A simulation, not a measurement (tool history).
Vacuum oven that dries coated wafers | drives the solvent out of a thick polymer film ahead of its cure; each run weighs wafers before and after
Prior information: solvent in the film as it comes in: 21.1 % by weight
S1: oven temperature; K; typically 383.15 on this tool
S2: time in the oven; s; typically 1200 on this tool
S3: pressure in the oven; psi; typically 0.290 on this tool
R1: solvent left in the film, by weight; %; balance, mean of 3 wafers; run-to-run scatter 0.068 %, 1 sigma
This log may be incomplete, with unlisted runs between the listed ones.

Run 1, day 0.000: usual settings. Result: R1 4.53 %.
Run 2, day 4.812: usual settings. Result: R1 4.75 %.
Run 3, day 9.683: usual settings but S3 0.846 psi. Result: R1 7.34 %.
Run 4, day 11.975: usual settings but S3 0.846 psi. Result: R1 7.16 %.
Run 5, day 14.533: usual settings but S3 0.846 psi. Result: R1 7.15 %.
Run 6, day 17.238: usual settings but S3 0.846 psi. Result: R1 7.19 %.
Run 7, day 21.042: usual settings but S3 0.846 psi. Result: R1 7.03 %.
Run 8, day 23.362: usual settings but S2 960 s. Result: R1 5.82 %.
Run 9, day 27.725: usual settings but S2 1260 s. Result: R1 4.50 %.
Run 10, day 32.179: usual settings but S2 1260 s. Result: R1 4.49 %.
Run 11, day 36.558: usual settings but S2 1260 s. Result: R1 4.50 %.
Run 12, day 39.758: usual settings but S1 377.15 K, S2 1560 s. Result: R1 5.17 %.
Run 13, day 44.371: usual settings but S1 368.15 K, S2 1560 s, S3 0.284 psi. Result: R1 8.04 %.
Run 14, day 48.438: usual settings but S1 393.15 K, S3 0.315 psi. Result: R1 2.55 %.
Run 15, day 53.208: usual settings but S1 377.15 K, S3 0.468 psi. Result: R1 7.34 %.
Run 16, day 55.388: usual settings but S2 1620 s, S3 0.468 psi. Result: R1 4.19 %.

Run 17, settings as shown, results not yet in. Your forecast:
At day 58.058: vacuum gauge cleaned of residue and calibrated.
At day 58.929: oven's thermocouples calibrated.
Run 17, day 58.929: usual settings but S2 840 s. Result: R1 ?.

R1: 6.56 %
With the hidden condition absent and the run-to-run variation left alone, this run would have shown R1 6.56 %.
